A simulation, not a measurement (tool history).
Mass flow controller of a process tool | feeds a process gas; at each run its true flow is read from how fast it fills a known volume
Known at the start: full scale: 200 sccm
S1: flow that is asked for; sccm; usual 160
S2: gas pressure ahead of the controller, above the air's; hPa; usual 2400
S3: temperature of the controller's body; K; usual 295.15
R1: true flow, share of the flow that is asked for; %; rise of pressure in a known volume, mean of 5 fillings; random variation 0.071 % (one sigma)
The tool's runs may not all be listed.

run 1 hour=0.0 | S1=160 S2=2400 S3=295.15 | R1=99.51
run 2 hour=241.1 | S1=160 S2=2400 S3=295.15 | R1=99.45
-- hour=275.3 controller exchanged for a calibrated one
run 3 hour=537.5 | S1=160 S2=2400 S3=295.15 | R1=99.35
run 4 hour=834.7 | S1=160 S2=2400 S3=295.15 | R1=99.29
run 5 hour=1119.5 | S1=160 S2=2400 S3=295.15 | R1=99.27
run 6 hour=1299.9 | S1=160 S2=2400 S3=311.15 | R1=98.68
run 7 hour=1650.3 | S1=160 S2=2400 S3=311.15 | R1=98.64
run 8 hour=1932.7 | S1=160 S2=2400 S3=295.15 | R1=99.05
run 9 hour=2257.5 | S1=160 S2=2400 S3=295.15 | R1=99.06
run 10 hour=2583.5 | S1=79 S2=2400 S3=295.15 | R1=98.08
run 11 hour=2775.9 | S1=160 S2=2400 S3=295.15 | R1=98.80
run 12 hour=3024.6 | S1=160 S2=2400 S3=295.15 | R1=98.84
run 13 hour=3386.2 | S1=160 S2=2400 S3=295.15 | R1=98.82
run 14 hour=3560.9 | S1=160 S2=2400 S3=295.15 | R1=98.63
run 15 hour=3853.7 | S1=160 S2=2400 S3=307.15 | R1=98.25
run 16 hour=4131.4 | S1=160 S2=2400 S3=307.15 | R1=98.40
run 17 hour=4459.4 | S1=160 S2=2400 S3=307.15 | R1=98.15
-- hour=4565.0 gauge calibrated
run 18 hour=4630.4 | S1=160 S2=2400 S3=307.15 | R1=99.04
run 19 hour=4782.3 | S1=160 S2=2120 S3=295.15 | R1=99.62
run 20 hour=5117.7 | S1=160 S2=2120 S3=295.15 | R1=99.52
run 21 hour=5282.2 | S1=55 S2=2150 S3=300.15 | R1=98.18
run 22 hour=5582.1 | S1=160 S2=1720 S3=301.15 | R1=99.49
run 23 hour=5892.2 | S1=151 S2=1720 S3=293.15 | R1=99.63
run 24 hour=6076.7 | S1=106 S2=2490 S3=310.15 | R1=98.14
run 25 hour=6291.0 | S1=187 S2=1410 S3=299.15 | R1=99.97
run 26 hour=6489.5 | S1=187 S2=1410 S3=299.15 | R1=99.79
run 27 hour=6847.8 | S1=72 S2=2440 S3=305.15 | R1=97.92
run 28 hour=7126.8 | S1=29 S2=1480 S3=295.15 | R1=98.47
run 29 hour=7420.8 | S1=29 S2=1480 S3=295.15 | R1=98.31
run 30 hour=7687.6 | S1=63 S2=2740 S3=295.15 | R1=97.57
run 31 hour=7909.4 | S1=63 S2=2740 S3=295.15 | R1=97.68
run 32 hour=8198.8 | S1=63 S2=2740 S3=295.15 | R1=97.58
run 33 hour=8379.4 | S1=63 S2=2120 S3=298.15 | R1=97.91
run 34 hour=8701.1 | S1=65 S2=1460 S3=306.15 | R1=98.07
run 35 hour=8970.6 | S1=65 S2=2010 S3=310.15 | R1=97.33

Forecast each of these 5 alternatives for the next run:
run A hour=9248.6 | S1=23 S2=1890 S3=296.15 | R1=?
run B hour=9248.6 | S1=141 S2=1560 S3=294.15 | R1=?
run C hour=9248.6 | S1=137 S2=2430 S3=311.15 | R1=?
run D hour=9248.6 | S1=78 S2=1790 S3=306.15 | R1=?
run E hour=9248.6 | S1=63 S2=2510 S3=310.15 | R1=?

run=A R1=97.52
run=B R1=98.90
run=C R1=97.86
run=D R1=97.72
run=E R1=97.01
Without the tool's hidden state the same runs would have given:
run=A R1=98.48
run=B R1=99.85
run=C R1=98.79
run=D R1=98.65
run=E R1=97.94

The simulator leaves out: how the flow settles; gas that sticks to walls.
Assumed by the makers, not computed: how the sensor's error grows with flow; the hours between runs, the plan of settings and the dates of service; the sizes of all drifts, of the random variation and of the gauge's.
